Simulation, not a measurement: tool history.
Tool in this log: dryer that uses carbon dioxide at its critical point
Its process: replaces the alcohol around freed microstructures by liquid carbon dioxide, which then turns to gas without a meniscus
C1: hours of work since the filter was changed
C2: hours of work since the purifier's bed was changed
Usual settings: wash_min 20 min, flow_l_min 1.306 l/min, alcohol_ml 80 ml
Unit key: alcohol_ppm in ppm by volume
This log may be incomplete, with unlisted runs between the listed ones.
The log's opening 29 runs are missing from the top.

run 30 hour=443.7 | wash_min=24 flow_l_min=1.120 alcohol_ml=22 | C1=470 C2=410 | alcohol_ppm=74
run 31 hour=453.9 | wash_min=19 flow_l_min=0.860 alcohol_ml=43 | C1=473 C2=414 | alcohol_ppm=415
run 32 hour=468.3 | wash_min=27 flow_l_min=1.800 alcohol_ml=103 | C1=478 C2=419 | alcohol_ppm=47
run 33 hour=488.6 | wash_min=20 flow_l_min=1.430 alcohol_ml=55 | C1=485 C2=426 | alcohol_ppm=65
run 34 hour=499.0 | wash_min=20 flow_l_min=1.430 alcohol_ml=55 | C1=489 C2=429 | alcohol_ppm=73
run 35 hour=508.1 | wash_min=13 flow_l_min=1.860 alcohol_ml=28 | C1=492 C2=432 | alcohol_ppm=82
run 36 hour=529.6 | wash_min=20 flow_l_min=0.850 alcohol_ml=59 | C1=500 C2=440 | alcohol_ppm=497
run 37 hour=542.4 | wash_min=31 flow_l_min=1.230 alcohol_ml=21 | C1=504 C2=444 | alcohol_ppm=40
run 38 hour=553.6 | wash_min=14 flow_l_min=1.420 alcohol_ml=80 | C1=508 C2=448 | alcohol_ppm=369

Predict each of these 3 candidate next runs independently; none follows another, all start after run 38:
run A hour=568.6 | wash_min=20 flow_l_min=0.940 alcohol_ml=80 | C1=513 C2=453 | alcohol_ppm=?
run B hour=568.6 | wash_min=13 flow_l_min=1.306 alcohol_ml=80 | C1=513 C2=453 | alcohol_ppm=?
run C hour=568.6 | wash_min=21 flow_l_min=1.420 alcohol_ml=80 | C1=513 C2=453 | alcohol_ppm=?

run=A alcohol_ppm=471
run=B alcohol_ppm=646
run=C alcohol_ppm=78
Take away the tool's hidden state, keep each run's random variation, and the runs would have read:
run=A alcohol_ppm=220
run=B alcohol_ppm=328
run=C alcohol_ppm=13

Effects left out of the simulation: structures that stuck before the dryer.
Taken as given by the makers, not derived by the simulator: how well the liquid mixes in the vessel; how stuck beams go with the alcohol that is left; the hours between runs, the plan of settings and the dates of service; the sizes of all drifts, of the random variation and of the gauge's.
